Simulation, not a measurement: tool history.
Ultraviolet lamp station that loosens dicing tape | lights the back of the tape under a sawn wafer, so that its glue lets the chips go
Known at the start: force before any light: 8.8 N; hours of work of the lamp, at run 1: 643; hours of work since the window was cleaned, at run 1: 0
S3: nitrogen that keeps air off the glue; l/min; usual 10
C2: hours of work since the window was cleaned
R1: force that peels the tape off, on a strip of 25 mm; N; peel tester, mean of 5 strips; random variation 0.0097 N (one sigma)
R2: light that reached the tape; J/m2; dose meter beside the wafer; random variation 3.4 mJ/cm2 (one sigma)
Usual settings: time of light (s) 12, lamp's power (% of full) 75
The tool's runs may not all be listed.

{"run": 1, "hour": 0.0, "time of light (s)": 12, "lamp's power (% of full)": 75, "S3": 10, "hours of work of the lamp": 643, "C2": 0, "R1": 0.632, "R2": 4500}
{"run": 2, "hour": 53.3, "time of light (s)": 12, "lamp's power (% of full)": 75, "S3": 10, "hours of work of the lamp": 682, "C2": 39, "R1": 0.669, "R2": 4340}
{"run": 3, "hour": 89.4, "time of light (s)": 17, "lamp's power (% of full)": 75, "S3": 10, "hours of work of the lamp": 708, "C2": 65, "R1": 0.321, "R2": 6040}
{"run": 4, "hour": 115.0, "time of light (s)": 17, "lamp's power (% of full)": 75, "S3": 10, "hours of work of the lamp": 727, "C2": 84, "R1": 0.332, "R2": 5960}
{"run": 5, "hour": 164.4, "time of light (s)": 17, "lamp's power (% of full)": 75, "S3": 10, "hours of work of the lamp": 763, "C2": 120, "R1": 0.344, "R2": 5820}
{"run": 6, "hour": 207.9, "time of light (s)": 6, "lamp's power (% of full)": 75, "S3": 10, "hours of work of the lamp": 795, "C2": 152, "R1": 2.591, "R2": 2020}
{"run": 7, "hour": 257.9, "time of light (s)": 12, "lamp's power (% of full)": 75, "S3": 12, "hours of work of the lamp": 831, "C2": 189, "R1": 0.811, "R2": 3830}
{"run": 8, "hour": 288.3, "time of light (s)": 17, "lamp's power (% of full)": 92, "S3": 12, "hours of work of the lamp": 854, "C2": 211, "R1": 0.25, "R2": 6610}
{"run": 9, "hour": 336.3, "time of light (s)": 12, "lamp's power (% of full)": 65, "S3": 14, "hours of work of the lamp": 889, "C2": 246, "R1": 1.127, "R2": 3220}
{"run": 10, "hour": 365.5, "time of light (s)": 12, "lamp's power (% of full)": 65, "S3": 14, "hours of work of the lamp": 910, "C2": 267, "R1": 1.16, "R2": 3160}
{"run": 11, "hour": 395.2, "time of light (s)": 16, "lamp's power (% of full)": 92, "S3": 10, "hours of work of the lamp": 932, "C2": 289, "R1": 0.357, "R2": 5840}
{"run": 12, "hour": 428.3, "time of light (s)": 16, "lamp's power (% of full)": 75, "S3": 16, "hours of work of the lamp": 956, "C2": 313, "R1": 0.479, "R2": 4680}
{"run": 13, "hour": 451.0, "time of light (s)": 16, "lamp's power (% of full)": 75, "S3": 16, "hours of work of the lamp": 973, "C2": 330, "R1": 0.476, "R2": 4600}

Forecast each of these 3 alternatives for the next run:
{"run": "A", "hour": 491.4, "time of light (s)": 10, "lamp's power (% of full)": 75, "S3": 16, "hours of work of the lamp": 1002, "C2": 359, "R1": "?", "R2": "?"}
{"run": "B", "hour": 491.4, "time of light (s)": 7, "lamp's power (% of full)": 75, "S3": 5, "hours of work of the lamp": 1002, "C2": 359, "R1": "?", "R2": "?"}
{"run": "C", "hour": 491.4, "time of light (s)": 16, "lamp's power (% of full)": 95, "S3": 10, "hours of work of the lamp": 1002, "C2": 359, "R1": "?", "R2": "?"}

run=A R1=1.358 R2=2810
run=B R1=3.168 R2=1990
run=C R1=0.352 R2=5680
Without the tool's hidden state the same runs would have given:
run=A R1=0.519 R2=4500
run=B R1=1.727 R2=3170
run=C R1=0.159 R2=9080
